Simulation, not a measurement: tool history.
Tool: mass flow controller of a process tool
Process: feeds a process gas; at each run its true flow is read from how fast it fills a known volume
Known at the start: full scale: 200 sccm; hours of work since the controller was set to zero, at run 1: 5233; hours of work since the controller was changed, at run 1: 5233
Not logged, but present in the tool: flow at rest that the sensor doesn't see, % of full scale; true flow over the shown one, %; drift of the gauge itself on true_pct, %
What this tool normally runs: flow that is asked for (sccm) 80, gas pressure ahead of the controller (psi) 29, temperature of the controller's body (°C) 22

run	hour	flow that is asked for (sccm)	gas pressure ahead of the controller (psi)	temperature of the controller's body (°C)	hours of work since the controller was set to zero	hours of work since the controller was changed	true flow (%)
1	0	80	29	22	5233	5233	98
2	325	80	29	22	5380	5380	97.97
3	594	80	24.9	22	5501	5501	97.82
4	890.4	80	29	22	5634	5634	98.28
5	1233.2	80	29	26	5788	5788	98.52
6	1561.2	80	29	22	5936	5936	98.34
7	1780.8	80	29	22	6034	6034	98.4
8	2130.6	80	29	31	6192	6192	99.3
9	2288.6	80	29	31	6263	6263	99.26
10	2461.9	80	29	31	6341	6341	99.15
11	2798.9	80	29	31	6492	6492	99.44
12	2986.6	80	29	22	6577	6577	98.77
13	3184	80	29	22	6665	6665	98.76
14	3439.5	80	29	30	6780	6780	99.56
# hour 3465.9: controller's zero set anew
# hour 3585.5: controller exchanged for a calibrated one
15	3727.3	80	31	22	64	64	99.22
16	4003	80	31	22	188	188	99.18
17	4268.1	52	29	22	307	307	98.76
18	4514.2	52	29	21	418	418	98.77
19	4793.3	80	29	22	543	543	99.33
20	5075.2	80	29	22	670	670	99.45
21	5289.9	80	29	22	767	767	99.65
22	5490.8	80	29	22	857	857	99.56
23	5749.6	80	29	22	973	973	99.82
24	5964.6	80	29	22	1070	1070	99.77
25	6152.4	115	21.5	36	1154	1154	100.91
26	6316.5	27	20.9	33	1228	1228	99.42
27	6543	27	20.9	37	1330	1330	99.7
28	6840.4	27	28.1	22	1464	1464	99.09
29	7032.8	27	28.1	22	1550	1550	99.24
30	7320.5	80	26.7	21	1680	1680	100.05
31	7478.3	34	30.5	30	1751	1751	100.01
32	7699.8	131	24.1	27	1850	1850	101.2
33	7850	20	24.1	27	1918	1918	99.59
34	8193.5	20	24.1	27	2072	2072	99.58
# hour 8277.6: gauge calibrated
35	8488.2	20	33.2	32	2205	2205	97.75
36	8654.3	158	28.6	39	2280	2280	100.36
37	8802.8	158	28.6	39	2346	2346	100.4
38	9146.4	137	24.7	34	2501	2501	99.72
39	9497.3	54	22.6	25	2659	2659	97.82
40	9702	54	22.6	25	2751	2751	97.95
41	9962.6	54	22.6	25	2868	2868	97.85
42	10135.8	27	33.6	25	2946	2946	98.06
43	10373.5	109	25.1	30	3053	3053	99.36
44	10686.6	38	33.8	21	3194	3194	98.13
45	11027.7	38	33.8	21	3347	3347	98.17
46	11281.9	112	21.8	32	3461	3461	99.75
47	11631.7	80	27	22	3619	3619	98.81

What if the next run were any one of these 3? Each begins from the tool's condition after run 47:
A	11833.4	80	29	31	3709	3709	?
B	11833.4	39	29	24	3709	3709	?
C	11833.4	80	29	28	3709	3709	?

run	true flow (%)
A	99.73
B	98.51
C	99.41
With no hidden state in the tool, these same runs would have given:
run	true flow (%)
A	98.63
B	97.43
C	98.31
